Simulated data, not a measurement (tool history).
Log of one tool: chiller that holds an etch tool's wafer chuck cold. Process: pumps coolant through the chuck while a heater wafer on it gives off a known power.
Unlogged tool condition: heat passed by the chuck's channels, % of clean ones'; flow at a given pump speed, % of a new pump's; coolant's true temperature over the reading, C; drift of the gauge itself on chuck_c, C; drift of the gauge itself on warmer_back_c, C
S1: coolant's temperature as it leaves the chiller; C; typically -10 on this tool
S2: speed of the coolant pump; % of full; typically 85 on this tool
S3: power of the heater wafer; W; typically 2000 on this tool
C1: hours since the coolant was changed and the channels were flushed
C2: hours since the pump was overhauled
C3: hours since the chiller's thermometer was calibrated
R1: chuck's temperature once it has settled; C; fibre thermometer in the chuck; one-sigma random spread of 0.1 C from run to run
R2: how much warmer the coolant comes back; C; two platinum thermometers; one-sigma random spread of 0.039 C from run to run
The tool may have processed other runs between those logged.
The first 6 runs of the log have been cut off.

Run 7, day 7.925: usual settings but S1 -5 C; C1 2688; C2 657; C3 2855. Result: R1 12.6 C, R2 8.30 C.
Run 8, day 8.683: usual settings but S1 -5 C; C1 2706; C2 675; C3 2873. Result: R1 12.4 C, R2 8.20 C.
Run 9, day 9.446: usual settings but S1 -5 C; C1 2724; C2 693; C3 2892. Result: R1 12.6 C, R2 8.25 C.
Run 10, day 10.971: usual settings but S1 -5 C; C1 2761; C2 730; C3 2928. Result: R1 12.5 C, R2 8.30 C.
Run 11, day 11.996: usual settings; C1 2786; C2 754; C3 2953. Result: R1 7.6 C, R2 8.28 C.
Run 12, day 13.196: usual settings; C1 2814; C2 783; C3 2982. Result: R1 7.5 C, R2 8.28 C.
Run 13, day 14.542: usual settings; C1 2847; C2 816; C3 3014. Result: R1 7.6 C, R2 8.35 C.
Run 14, day 16.092: usual settings; C1 2884; C2 853; C3 3051. Result: R1 7.6 C, R2 8.31 C.
Run 15, day 16.904: usual settings; C1 2903; C2 872; C3 3071. Result: R1 7.8 C, R2 8.34 C.
Run 16, day 18.088: usual settings; C1 2932; C2 901; C3 3099. Result: R1 7.6 C, R2 8.38 C.
Run 17, day 18.862: usual settings; C1 2951; C2 919; C3 3118. Result: R1 7.7 C, R2 8.39 C.
Run 18, day 20.388: usual settings; C1 2987; C2 956; C3 3154. Result: R1 7.8 C, R2 8.33 C.
Run 19, day 22.075: usual settings but S1 -1 C, S3 1300 W; C1 3028; C2 996; C3 3195. Result: R1 10.5 C, R2 5.46 C.
Run 20, day 23.192: usual settings but S1 -9 C, S2 61 % of full, S3 1300 W; C1 3054; C2 1023; C3 3222. Result: R1 5.7 C, R2 7.67 C.
Run 21, day 24.133: usual settings but S1 -9 C, S2 61 % of full, S3 1300 W; C1 3077; C2 1046; C3 3244. Result: R1 5.7 C, R2 7.83 C.
Run 22, day 25.029: usual settings but S1 -9 C, S2 61 % of full, S3 1300 W; C1 3099; C2 1067; C3 3266. Result: R1 5.9 C, R2 7.74 C.
Run 23, day 26.746: usual settings but S1 -9 C, S2 61 % of full, S3 1300 W; C1 3140; C2 1109; C3 3307. Result: R1 5.7 C, R2 7.80 C.
Run 24, day 27.704: usual settings but S1 -16 C, S2 100 % of full, S3 2240 W; C1 3163; C2 1131; C3 3330. Result: R1 1.6 C, R2 7.87 C.
Run 25, day 28.858: usual settings but S1 -16 C, S2 100 % of full, S3 2240 W; C1 3190; C2 1159; C3 3358. Result: R1 1.6 C, R2 8.02 C.
Run 26, day 30.100: usual settings but S1 -16 C, S3 1358 W; C1 3220; C2 1189; C3 3387. Result: R1 -3.8 C, R2 5.71 C.
Run 27, day 30.958: usual settings but S1 -16 C, S3 1358 W; C1 3241; C2 1210; C3 3408. Result: R1 -3.8 C, R2 5.75 C.
Run 28, day 32.046: usual settings but S1 -6 C; C1 3267; C2 1236; C3 3434. Result: R1 11.9 C, R2 8.43 C.
Run 29, day 32.892: usual settings but S1 -3 C, S2 71 % of full, S3 2310 W; C1 3287; C2 1256; C3 3454. Result: R1 20.7 C, R2 11.87 C.
Run 30, day 33.858: usual settings but S1 -3 C, S2 71 % of full, S3 2310 W; C1 3310; C2 1279; C3 3478. Result: R1 20.7 C, R2 11.83 C.
Run 31, day 35.629: usual settings but S2 64 % of full, S3 1022 W; C1 3353; C2 1322; C3 3520. Result: R1 1.4 C, R2 5.81 C.

Predict each of these 5 candidate next runs independently; none follows another, all start after run 31:
Run A, day 36.400: usual settings but S3 1581 W; C1 3371; C2 1340; C3 3539. Result: R1 ?, R2 ?.
Run B, day 36.400: usual settings but S1 -7 C, S2 76 % of full, S3 1191 W; C1 3371; C2 1340; C3 3539. Result: R1 ?, R2 ?.
Run C, day 36.400: usual settings but S1 -19 C, S2 79 % of full; C1 3371; C2 1340; C3 3539. Result: R1 ?, R2 ?.
Run D, day 36.400: usual settings but S2 76 % of full; C1 3371; C2 1340; C3 3539. Result: R1 ?, R2 ?.
Run E, day 36.400: usual settings but S2 87 % of full; C1 3371; C2 1340; C3 3539. Result: R1 ?, R2 ?.

run   R1    R2
  A  4.2  6.74
  B  4.5  5.62
  C  0.0  9.20
  D  9.7  9.52
  E  7.7  8.23
Stripped of hidden state, with their random variation kept, the same runs would have yielded:
run    R1    R2
  A   3.1  6.50
  B   3.7  5.42
  C  -1.5  8.88
  D   8.1  9.18
  E   6.3  7.94
